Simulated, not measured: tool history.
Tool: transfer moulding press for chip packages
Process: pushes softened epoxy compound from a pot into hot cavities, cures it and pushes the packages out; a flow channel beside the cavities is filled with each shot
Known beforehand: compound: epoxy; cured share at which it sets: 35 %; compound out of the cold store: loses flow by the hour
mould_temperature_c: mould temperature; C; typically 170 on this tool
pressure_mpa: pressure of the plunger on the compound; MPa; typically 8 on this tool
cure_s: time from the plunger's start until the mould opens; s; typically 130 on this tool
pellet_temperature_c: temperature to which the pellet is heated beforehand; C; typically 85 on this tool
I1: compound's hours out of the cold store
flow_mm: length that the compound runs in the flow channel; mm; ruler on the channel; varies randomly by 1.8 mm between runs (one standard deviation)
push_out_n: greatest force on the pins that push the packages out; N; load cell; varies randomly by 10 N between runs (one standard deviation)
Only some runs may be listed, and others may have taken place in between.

run 1 day=0 | mould_temperature_c=170 pressure_mpa=8 cure_s=130 pellet_temperature_c=85 | I1=24.2 | flow_mm=496 push_out_n=702
run 2 day=1.167 | mould_temperature_c=170 pressure_mpa=8 cure_s=151 pellet_temperature_c=85 | I1=37.6 | flow_mm=455 push_out_n=615
run 3 day=2.571 | mould_temperature_c=170 pressure_mpa=8 cure_s=119 pellet_temperature_c=85 | I1=8.5 | flow_mm=558 push_out_n=586
run 4 day=3.904 | mould_temperature_c=170 pressure_mpa=8 cure_s=119 pellet_temperature_c=85 | I1=37.7 | flow_mm=461 push_out_n=659
run 5 day=5.329 | mould_temperature_c=170 pressure_mpa=8 cure_s=119 pellet_temperature_c=85 | I1=19.4 | flow_mm=519 push_out_n=820
run 6 day=6.262 | mould_temperature_c=170 pressure_mpa=8 cure_s=119 pellet_temperature_c=85 | I1=10 | flow_mm=548 push_out_n=831
run 7 day=7.925 | mould_temperature_c=172 pressure_mpa=8 cure_s=130 pellet_temperature_c=85 | I1=20.7 | flow_mm=507 push_out_n=685
run 8 day=9.271 | mould_temperature_c=172 pressure_mpa=8 cure_s=130 pellet_temperature_c=85 | I1=47.1 | flow_mm=434 push_out_n=483
run 9 day=10.871 | mould_temperature_c=172 pressure_mpa=8 cure_s=130 pellet_temperature_c=85 | I1=27.7 | flow_mm=482 push_out_n=583
run 10 day=12.546 | mould_temperature_c=172 pressure_mpa=8 cure_s=130 pellet_temperature_c=85 | I1=47.7 | flow_mm=429 push_out_n=623
run 11 day=13.733 | mould_temperature_c=172 pressure_mpa=8 cure_s=130 pellet_temperature_c=85 | I1=44.8 | flow_mm=437 push_out_n=694
run 12 day=15.033 | mould_temperature_c=172 pressure_mpa=8 cure_s=130 pellet_temperature_c=85 | I1=16.3 | flow_mm=519 push_out_n=511
run 13 day=15.921 | mould_temperature_c=170 pressure_mpa=8 cure_s=130 pellet_temperature_c=87 | I1=40.5 | flow_mm=447 push_out_n=584
run 14 day=17.525 | mould_temperature_c=170 pressure_mpa=8 cure_s=130 pellet_temperature_c=75 | I1=25.8 | flow_mm=501 push_out_n=721
run 15 day=18.967 | mould_temperature_c=170 pressure_mpa=8 cure_s=130 pellet_temperature_c=75 | I1=26.4 | flow_mm=498 push_out_n=759
run 16 day=20.525 | mould_temperature_c=170 pressure_mpa=8 cure_s=130 pellet_temperature_c=80 | I1=39.7 | flow_mm=457 push_out_n=479
run 17 day=22.054 | mould_temperature_c=170 pressure_mpa=8 cure_s=130 pellet_temperature_c=80 | I1=28.8 | flow_mm=486 push_out_n=612
run 18 day=23.708 | mould_temperature_c=172 pressure_mpa=6.85 cure_s=116 pellet_temperature_c=91 | I1=34.2 | flow_mm=434 push_out_n=726
run 19 day=24.579 | mould_temperature_c=164 pressure_mpa=7.31 cure_s=111 pellet_temperature_c=80 | I1=39.2 | flow_mm=448 push_out_n=1473
run 20 day=26.308 | mould_temperature_c=166 pressure_mpa=7.31 cure_s=120 pellet_temperature_c=80 | I1=13 | flow_mm=519 push_out_n=806
run 21 day=27.05 | mould_temperature_c=163 pressure_mpa=7.31 cure_s=120 pellet_temperature_c=80 | I1=30.6 | flow_mm=468 push_out_n=1111
run 22 day=28.754 | mould_temperature_c=163 pressure_mpa=7.31 cure_s=120 pellet_temperature_c=80 | I1=15.6 | flow_mm=513 push_out_n=1362
run 23 day=29.775 | mould_temperature_c=163 pressure_mpa=7.31 cure_s=120 pellet_temperature_c=80 | I1=42.3 | flow_mm=436 push_out_n=1252
run 24 day=31.238 | mould_temperature_c=167 pressure_mpa=6.55 cure_s=162 pellet_temperature_c=93 | I1=30.6 | flow_mm=444 push_out_n=632
run 25 day=32.946 | mould_temperature_c=167 pressure_mpa=6.55 cure_s=162 pellet_temperature_c=93 | I1=39.2 | flow_mm=419 push_out_n=463
run 26 day=33.817 | mould_temperature_c=164 pressure_mpa=7.61 cure_s=139 pellet_temperature_c=76 | I1=17.4 | flow_mm=523 push_out_n=855
run 27 day=34.942 | mould_temperature_c=164 pressure_mpa=7.61 cure_s=139 pellet_temperature_c=76 | I1=23.1 | flow_mm=503 push_out_n=895
run 28 day=35.742 | mould_temperature_c=170 pressure_mpa=8 cure_s=130 pellet_temperature_c=82 | I1=25.6 | flow_mm=497 push_out_n=718
run 29 day=36.888 | mould_temperature_c=171 pressure_mpa=8 cure_s=130 pellet_temperature_c=85 | I1=17.3 | flow_mm=522 push_out_n=711

Put back what was entered between runs (10 entries, withheld): which listed runs does each sit between, and how does the hidden state differ from the listed run before to the listed run after?
From run 2 to run 3: plunger's sealing rings changed (day 2.104); cavities cleaned with cleaning compound and waxed (day 2.554)
  true mould temperature over the reading, C: 0.6 -> 0.64; pressure that reaches the compound, % of what is set: 96.25 -> 99.36; grip of the stained cavities, % over clean ones': 63.4 -> 3.2
  the result without the hidden state subtracted from the measured one, flow_mm: -10 -> -3 mm; push_out_n: +232 -> -10 N
From run 7 to run 8: cavities cleaned with cleaning compound and waxed (day 8.388)
  true mould temperature over the reading, C: 0.81 -> 0.85; pressure that reaches the compound, % of what is set: 97.96 -> 97.61; grip of the stained cavities, % over clean ones': 67.1 -> 22.1
  the result without the hidden state subtracted from the measured one, flow_mm: -6 -> -7 mm; push_out_n: +259 -> +75 N
From run 10 to run 11: mould's thermocouples calibrated (day 12.783)
  true mould temperature over the reading, C: 0.95 -> 0.29; pressure that reaches the compound, % of what is set: 96.78 -> 96.5; grip of the stained cavities, % over clean ones': 60.5 -> 66.2
  the result without the hidden state subtracted from the measured one, flow_mm: -8 -> -9 mm; push_out_n: +221 -> +271 N
From run 11 to run 12: cavities cleaned with cleaning compound and waxed (day 14.312)
  true mould temperature over the reading, C: 0.29 -> 0.33; pressure that reaches the compound, % of what is set: 96.5 -> 96.16; grip of the stained cavities, % over clean ones': 66.2 -> 21.3
  the result without the hidden state subtracted from the measured one, flow_mm: -9 -> -11 mm; push_out_n: +271 -> +83 N
From run 13 to run 14: plunger's sealing rings changed (day 16.45)
  true mould temperature over the reading, C: 0.36 -> 0.41; pressure that reaches the compound, % of what is set: 95.94 -> 99.24; grip of the stained cavities, % over clean ones': 37.3 -> 54.8
  the result without the hidden state subtracted from the measured one, flow_mm: -10 -> -2 mm; push_out_n: +151 -> +243 N
From run 15 to run 16: cavities cleaned with cleaning compound and waxed (day 20.258)
  true mould temperature over the reading, C: 0.45 -> 0.51; pressure that reaches the compound, % of what is set: 98.87 -> 98.46; grip of the stained cavities, % over clean ones': 64.1 -> 10.1
  the result without the hidden state subtracted from the measured one, flow_mm: -4 -> -4 mm; push_out_n: +283 -> +32 N
From run 19 to run 20: cavities cleaned with cleaning compound and waxed (day 26.075)
  true mould temperature over the reading, C: 0.63 -> 0.69; pressure that reaches the compound, % of what is set: 97.37 -> 96.92; grip of the stained cavities, % over clean ones': 61.6 -> 7
  the result without the hidden state subtracted from the measured one, flow_mm: -7 -> -10 mm; push_out_n: +522 -> +10 N
From run 23 to run 24: plunger's sealing rings changed (day 30.571)
  true mould temperature over the reading, C: 0.8 -> 0.84; pressure that reaches the compound, % of what is set: 96 -> 99.71; grip of the stained cavities, % over clean ones': 57.4 -> 65.3
  the result without the hidden state subtracted from the measured one, flow_mm: -10 -> -2 mm; push_out_n: +408 -> +240 N
From run 24 to run 25: cavities cleaned with cleaning compound and waxed (day 32.025)
  true mould temperature over the reading, C: 0.84 -> 0.89; pressure that reaches the compound, % of what is set: 99.71 -> 99.29; grip of the stained cavities, % over clean ones': 65.3 -> 23.2
  the result without the hidden state subtracted from the measured one, flow_mm: -2 -> -3 mm; push_out_n: +240 -> +76 N
